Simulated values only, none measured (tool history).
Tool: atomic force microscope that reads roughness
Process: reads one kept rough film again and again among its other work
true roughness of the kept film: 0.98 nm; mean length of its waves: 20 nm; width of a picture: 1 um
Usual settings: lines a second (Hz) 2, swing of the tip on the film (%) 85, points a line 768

run,day,lines a second (Hz),swing of the tip on the film (%),points a line,roughness of the kept film (nm (root mean square))
1,0,2,85,768,0.737
2,1.408,2,85,768,0.72
3,2.175,2,85,768,0.731
4,3.1,2,85,768,0.713
5,4.529,1.85,85,768,0.71
6,5.588,2,85,768,0.691
7,6.45,2,85,768,0.689
8,7.2,2,78,768,0.732
9,8.8,2,78,768,0.725
10,10.325,2,85,768,0.678
# day 10.762: new tip fitted
11,11.658,2,78,768,0.782
# day 11.783: height scale calibrated on a step standard
12,12.746,2,78,768,0.765
13,14.15,1.65,88,768,0.737
# day 15.208: height scale calibrated on a step standard, once more
14,15.45,1.65,86,732,0.742
15,17,0.61,87,487,0.801
16,18.017,3.12,59,768,0.798
17,19.042,0.7,87,463,0.785
18,20.567,1.9,66,407,0.777
19,21.504,2,65,359,0.774
20,22.225,3.24,85,480,0.606
# day 23.171: new tip fitted
21,23.388,2.16,85,768,0.744
22,24.392,0.91,85,768,0.823
23,25.971,0.91,85,768,0.821

Forecast each of these 5 alternatives for the next run:
A,27.196,0.91,85,475,?
B,27.196,1.83,85,893,?
C,27.196,2,83,768,?
D,27.196,0.91,85,323,?
E,27.196,0.91,79,259,?

run,roughness of the kept film (nm (root mean square))
A,0.811
B,0.735
C,0.744
D,0.794
E,0.801
Without the tool's hidden state the same runs would have given:
run,roughness of the kept film (nm (root mean square))
A,0.846
B,0.766
C,0.776
D,0.829
E,0.836
